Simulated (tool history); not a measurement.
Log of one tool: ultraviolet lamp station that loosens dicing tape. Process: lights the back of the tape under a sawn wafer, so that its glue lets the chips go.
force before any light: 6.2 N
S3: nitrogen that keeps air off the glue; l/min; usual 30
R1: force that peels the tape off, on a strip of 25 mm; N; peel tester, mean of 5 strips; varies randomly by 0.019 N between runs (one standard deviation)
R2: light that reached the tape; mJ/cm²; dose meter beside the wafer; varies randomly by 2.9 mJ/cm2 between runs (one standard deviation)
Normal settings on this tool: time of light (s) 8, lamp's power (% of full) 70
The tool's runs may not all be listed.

Run 1, day 0.000: usual settings. Result: R1 0.921 N, R2 418 mJ/cm².
Run 2, day 0.871: usual settings but S3 12 l/min. Result: R1 1.583 N, R2 417 mJ/cm².
Run 3, day 2.492: usual settings but S3 12 l/min. Result: R1 1.670 N, R2 417 mJ/cm².
Run 4, day 3.617: usual settings but S3 13 l/min. Result: R1 1.557 N, R2 412 mJ/cm².
Run 5, day 4.450: usual settings but S3 13 l/min. Result: R1 1.526 N, R2 412 mJ/cm².
Run 6, day 5.925: usual settings but S3 13 l/min. Result: R1 1.548 N, R2 416 mJ/cm².
Run 7, day 7.275: usual settings but S3 13 l/min. Result: R1 1.506 N, R2 420 mJ/cm².
Run 8, day 8.858: usual settings. Result: R1 0.912 N, R2 415 mJ/cm².
Run 9, day 10.271: usual settings. Result: R1 0.904 N, R2 412 mJ/cm².
Run 10, day 11.821: usual settings but time of light (s) 6. Result: R1 1.460 N, R2 307 mJ/cm².
Run 11, day 13.354: usual settings but lamp's power (% of full) 83. Result: R1 0.657 N, R2 495 mJ/cm².
Run 12, day 14.817: usual settings but lamp's power (% of full) 83. Result: R1 0.671 N, R2 487 mJ/cm².
Run 13, day 16.200: usual settings but lamp's power (% of full) 83. Result: R1 0.669 N, R2 488 mJ/cm².
Run 14, day 17.442: usual settings but lamp's power (% of full) 88, S3 18 l/min. Result: R1 0.878 N, R2 527 mJ/cm².
Run 15, day 18.458: usual settings but lamp's power (% of full) 88, S3 18 l/min. Result: R1 0.822 N, R2 525 mJ/cm².
Run 16, day 19.183: usual settings but time of light (s) 10, lamp's power (% of full) 69, S3 59 l/min. Result: R1 0.372 N, R2 517 mJ/cm².
Run 17, day 20.608: usual settings but time of light (s) 15, lamp's power (% of full) 65, S3 47 l/min. Result: R1 0.191 N, R2 730 mJ/cm².
Run 18, day 21.892: usual settings but time of light (s) 15, lamp's power (% of full) 65, S3 36 l/min. Result: R1 0.235 N, R2 725 mJ/cm².
Run 19, day 22.792: usual settings but time of light (s) 16, S3 58 l/min. Result: R1 0.128 N, R2 832 mJ/cm².
Run 20, day 23.946: usual settings but lamp's power (% of full) 73, S3 14 l/min. Result: R1 1.349 N, R2 430 mJ/cm².

Missing from the log above: 2 entries noted between runs. For each, name the pair of listed runs it sits between and say how the tool's hidden condition differs from the listed run just before to the listed run just after:
Between runs 5 and 6: lamp changed (day 5.129)
  lamp's light, % of a new lamp's: 99.7 -> 100
Between runs 13 and 14: window cleaned of glue's vapour (day 16.400)
  light that the window lets through, % of a clean one's: 99.9 -> 100
